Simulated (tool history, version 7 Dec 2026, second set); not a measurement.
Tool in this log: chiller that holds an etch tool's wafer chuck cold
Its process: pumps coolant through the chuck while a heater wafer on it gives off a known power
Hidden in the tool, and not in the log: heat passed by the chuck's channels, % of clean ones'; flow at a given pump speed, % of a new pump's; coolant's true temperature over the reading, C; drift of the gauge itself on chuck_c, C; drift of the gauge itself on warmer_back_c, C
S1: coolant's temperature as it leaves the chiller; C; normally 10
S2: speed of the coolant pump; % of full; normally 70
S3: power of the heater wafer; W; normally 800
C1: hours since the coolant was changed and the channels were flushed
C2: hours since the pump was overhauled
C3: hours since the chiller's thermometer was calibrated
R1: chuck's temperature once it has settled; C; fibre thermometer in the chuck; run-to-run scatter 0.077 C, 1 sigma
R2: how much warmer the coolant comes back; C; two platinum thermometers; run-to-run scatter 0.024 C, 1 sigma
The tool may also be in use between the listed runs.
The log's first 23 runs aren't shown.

Run 24, day 154.867: usual settings but S1 12 C, S3 1178 W; C1 2783; C2 504; C3 3255. Result: R1 24.14 C, R2 5.30 C.
At day 159.038: coolant pump overhauled, once more.
Run 25, day 162.133: usual settings but S1 12 C, S3 1178 W; C1 2952; C2 74; C3 3425. Result: R1 22.39 C, R2 4.28 C.
Run 26, day 168.525: usual settings but S2 72 % of full; C1 3106; C2 228; C3 3578. Result: R1 17.08 C, R2 2.82 C.
Run 27, day 172.858: usual settings but S2 72 % of full; C1 3210; C2 332; C3 3682. Result: R1 17.08 C, R2 2.82 C.
Run 28, day 181.708: usual settings but S1 2 C, S2 63 % of full, S3 543 W; C1 3422; C2 544; C3 3894. Result: R1 7.47 C, R2 2.27 C.
Run 29, day 186.379: usual settings but S1 2 C, S2 63 % of full, S3 543 W; C1 3534; C2 656; C3 4007. Result: R1 7.63 C, R2 2.23 C.
Run 30, day 195.125: usual settings but S1 14 C, S2 77 % of full, S3 623 W; C1 3744; C2 866; C3 4216. Result: R1 19.54 C, R2 2.09 C.
At day 198.650: chiller's thermometer calibrated.
Run 31, day 200.262: usual settings but S1 12 C, S2 86 % of full, S3 623 W; C1 3866; C2 988; C3 39. Result: R1 16.54 C, R2 1.86 C.

4 options for the next run, each taken on its own from the tool as it stands now. Forecast them:
Run A, day 207.321: usual settings but S1 20 C, S2 92 % of full, S3 1173 W; C1 4036; C2 1158; C3 208. Result: R1 ?, R2 ?.
Run B, day 207.321: usual settings but S1 4 C, S2 86 % of full, S3 623 W; C1 4036; C2 1158; C3 208. Result: R1 ?, R2 ?.
Run C, day 207.321: usual settings but S1 8 C, S2 66 % of full, S3 430 W; C1 4036; C2 1158; C3 208. Result: R1 ?, R2 ?.
Run D, day 207.321: usual settings but S1 7 C, S2 83 % of full, S3 623 W; C1 4036; C2 1158; C3 208. Result: R1 ?, R2 ?.

run     R1    R2
  A  28.23  3.27
  B   8.61  1.88
  C  11.99  1.70
  D  11.81  1.92
With the hidden condition removed and each run's random variation left untouched, the same runs would have given:
run     R1    R2
  A  27.68  3.22
  B   8.30  1.84
  C  11.72  1.67
  D  11.49  1.88
